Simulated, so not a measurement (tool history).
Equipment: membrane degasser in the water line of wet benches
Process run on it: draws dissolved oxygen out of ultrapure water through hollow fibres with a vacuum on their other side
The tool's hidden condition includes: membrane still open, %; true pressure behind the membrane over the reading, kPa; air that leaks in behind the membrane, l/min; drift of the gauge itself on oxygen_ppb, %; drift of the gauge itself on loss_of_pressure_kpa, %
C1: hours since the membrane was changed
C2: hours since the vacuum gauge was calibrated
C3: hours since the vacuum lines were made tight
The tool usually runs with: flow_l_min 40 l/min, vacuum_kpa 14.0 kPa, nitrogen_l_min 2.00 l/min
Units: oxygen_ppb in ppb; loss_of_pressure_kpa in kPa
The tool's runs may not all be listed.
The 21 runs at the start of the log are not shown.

run 22 hour=3944.4 | flow_l_min=61 vacuum_kpa=33.6 nitrogen_l_min=3.12 | C1=3956 C2=427 C3=708 | oxygen_ppb=1259.6 loss_of_pressure_kpa=59.17
-- hour=4043.9 vacuum gauge calibrated, once more
run 23 hour=4132.9 | flow_l_min=61 vacuum_kpa=33.6 nitrogen_l_min=3.12 | C1=4144 C2=89 C3=896 | oxygen_ppb=1258.4 loss_of_pressure_kpa=58.39
run 24 hour=4253.0 | flow_l_min=29 vacuum_kpa=17.2 nitrogen_l_min=1.09 | C1=4264 C2=209 C3=1016 | oxygen_ppb=741.6 loss_of_pressure_kpa=28.10
run 25 hour=4362.3 | flow_l_min=29 vacuum_kpa=17.2 nitrogen_l_min=1.09 | C1=4373 C2=318 C3=1125 | oxygen_ppb=747.4 loss_of_pressure_kpa=28.16
run 26 hour=4573.5 | flow_l_min=40 vacuum_kpa=24.4 nitrogen_l_min=1.85 | C1=4585 C2=530 C3=1336 | oxygen_ppb=929.4 loss_of_pressure_kpa=39.12
run 27 hour=4792.6 | flow_l_min=41 vacuum_kpa=14.5 nitrogen_l_min=3.54 | C1=4804 C2=749 C3=1555 | oxygen_ppb=320.3 loss_of_pressure_kpa=39.68
run 28 hour=4971.0 | flow_l_min=41 vacuum_kpa=14.5 nitrogen_l_min=3.54 | C1=4982 C2=927 C3=1734 | oxygen_ppb=322.9 loss_of_pressure_kpa=39.74
run 29 hour=5122.9 | flow_l_min=41 vacuum_kpa=14.5 nitrogen_l_min=3.54 | C1=5134 C2=1079 C3=1886 | oxygen_ppb=322.1 loss_of_pressure_kpa=39.94
run 30 hour=5370.8 | flow_l_min=61 vacuum_kpa=14.0 nitrogen_l_min=1.04 | C1=5382 C2=1327 C3=2134 | oxygen_ppb=1152.3 loss_of_pressure_kpa=59.70
run 31 hour=5583.0 | flow_l_min=30 vacuum_kpa=25.5 nitrogen_l_min=2.00 | C1=5594 C2=1539 C3=2346 | oxygen_ppb=717.5 loss_of_pressure_kpa=29.58

Consider 5 possible next runs. They are alternatives, not a sequence: every one starts from the tool as it was left by run 31. What does each give?
run A hour=5774.8 | flow_l_min=27 vacuum_kpa=10.1 nitrogen_l_min=2.00 | C1=5786 C2=1731 C3=2538 | oxygen_ppb=? loss_of_pressure_kpa=?
run B hour=5774.8 | flow_l_min=27 vacuum_kpa=9.5 nitrogen_l_min=1.74 | C1=5786 C2=1731 C3=2538 | oxygen_ppb=? loss_of_pressure_kpa=?
run C hour=5774.8 | flow_l_min=57 vacuum_kpa=14.0 nitrogen_l_min=0.94 | C1=5786 C2=1731 C3=2538 | oxygen_ppb=? loss_of_pressure_kpa=?
run D hour=5774.8 | flow_l_min=32 vacuum_kpa=25.5 nitrogen_l_min=2.00 | C1=5786 C2=1731 C3=2538 | oxygen_ppb=? loss_of_pressure_kpa=?
run E hour=5774.8 | flow_l_min=53 vacuum_kpa=14.0 nitrogen_l_min=3.21 | C1=5786 C2=1731 C3=2538 | oxygen_ppb=? loss_of_pressure_kpa=?

run=A oxygen_ppb=215.4 loss_of_pressure_kpa=26.49
run=B oxygen_ppb=225.7 loss_of_pressure_kpa=26.37
run=C oxygen_ppb=1162.0 loss_of_pressure_kpa=55.85
run=D oxygen_ppb=757.6 loss_of_pressure_kpa=31.45
run=E oxygen_ppb=464.9 loss_of_pressure_kpa=51.94
Without the tool's unlogged condition, the same runs would have read:
run=A oxygen_ppb=211.7 loss_of_pressure_kpa=25.98
run=B oxygen_ppb=221.7 loss_of_pressure_kpa=25.87
run=C oxygen_ppb=1149.3 loss_of_pressure_kpa=54.78
run=D oxygen_ppb=751.3 loss_of_pressure_kpa=30.85
run=E oxygen_ppb=455.0 loss_of_pressure_kpa=50.95

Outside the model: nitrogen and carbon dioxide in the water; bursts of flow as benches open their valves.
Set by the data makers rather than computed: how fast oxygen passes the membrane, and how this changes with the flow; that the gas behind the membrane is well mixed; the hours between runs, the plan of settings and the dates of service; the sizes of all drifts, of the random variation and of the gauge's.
